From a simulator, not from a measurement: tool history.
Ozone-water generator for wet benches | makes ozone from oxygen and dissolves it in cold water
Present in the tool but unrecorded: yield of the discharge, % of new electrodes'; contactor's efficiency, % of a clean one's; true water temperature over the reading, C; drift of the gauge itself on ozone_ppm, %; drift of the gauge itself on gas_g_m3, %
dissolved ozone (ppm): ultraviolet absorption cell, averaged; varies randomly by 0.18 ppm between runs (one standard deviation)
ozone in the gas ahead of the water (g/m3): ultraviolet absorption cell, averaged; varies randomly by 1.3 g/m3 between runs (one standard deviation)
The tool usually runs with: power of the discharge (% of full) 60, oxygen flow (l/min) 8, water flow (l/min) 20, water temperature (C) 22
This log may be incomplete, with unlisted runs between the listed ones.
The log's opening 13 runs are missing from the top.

run,hour,power of the discharge (% of full),oxygen flow (l/min),water flow (l/min),water temperature (C),hours of work since the electrodes were changed,hours of work since the contactor was cleaned,hours of work since the thermometer was calibrated,dissolved ozone (ppm),ozone in the gas ahead of the water (g/m3)
# hour 581.8: water thermometer calibrated, once more
14,632.1,88,8,20,22,621,3846,36,29.2,303.5
15,694.8,88,8,20,22,667,3892,82,29.3,303.5
16,730.5,60,8,20,22,693,3917,107,22.9,242.8
17,764.6,60,8,20,22,717,3942,132,22.9,241.8
18,820.3,60,8,20,22,757,3982,172,23.3,242.4
19,876.1,60,8,20,22,798,4023,213,22.9,239.1
20,923.1,52,8,20,15,832,4056,246,24,221.8
21,986.4,52,4.07,14,29,877,4102,292,28,340
22,1028.8,45,11.35,12,22,908,4133,323,23.8,162.4
23,1085.3,60,8,19,19,949,4174,364,25,240.8
24,1132.2,46,6.92,19,19,983,4208,398,21.8,223.2
25,1188.5,46,6.92,19,19,1023,4248,438,22.1,220.7
26,1236.5,76,8,17,22,1058,4283,473,29.4,272
27,1265.8,60,8.68,20,24,1079,4304,494,21.4,225.9
28,1299.3,72,8,20,22,1103,4328,518,25.3,265.2
29,1352.5,86,8,25,22,1142,4367,557,23.3,293.6
30,1402.4,86,8,25,22,1178,4403,593,23.1,293.2
31,1432.6,91,8,20,18,1200,4424,614,31,301.1
32,1462.5,91,8,20,18,1221,4446,636,31.4,306.4

5 options for the next run, each taken on its own from the tool as it stands now. Forecast them:
A,1521.3,91,8,20,22,1264,4488,679,?,?
B,1521.3,77,8,17,22,1264,4488,679,?,?
C,1521.3,60,8,20,22,1264,4488,679,?,?
D,1521.3,69,8,20,19,1264,4488,679,?,?
E,1521.3,89,13.57,15,22,1264,4488,679,?,?

run,dissolved ozone (ppm),ozone in the gas ahead of the water (g/m3)
A,28.4,301.2
B,29.3,272.1
C,22.4,235.1
D,25.8,256.2
E,28.9,212.8
Take away the tool's hidden state, keep each run's random variation, and the runs would have read:
run,dissolved ozone (ppm),ozone in the gas ahead of the water (g/m3)
A,31.2,314.6
B,32,283.1
C,24.4,243.2
D,28.1,265.9
E,31.6,222.1
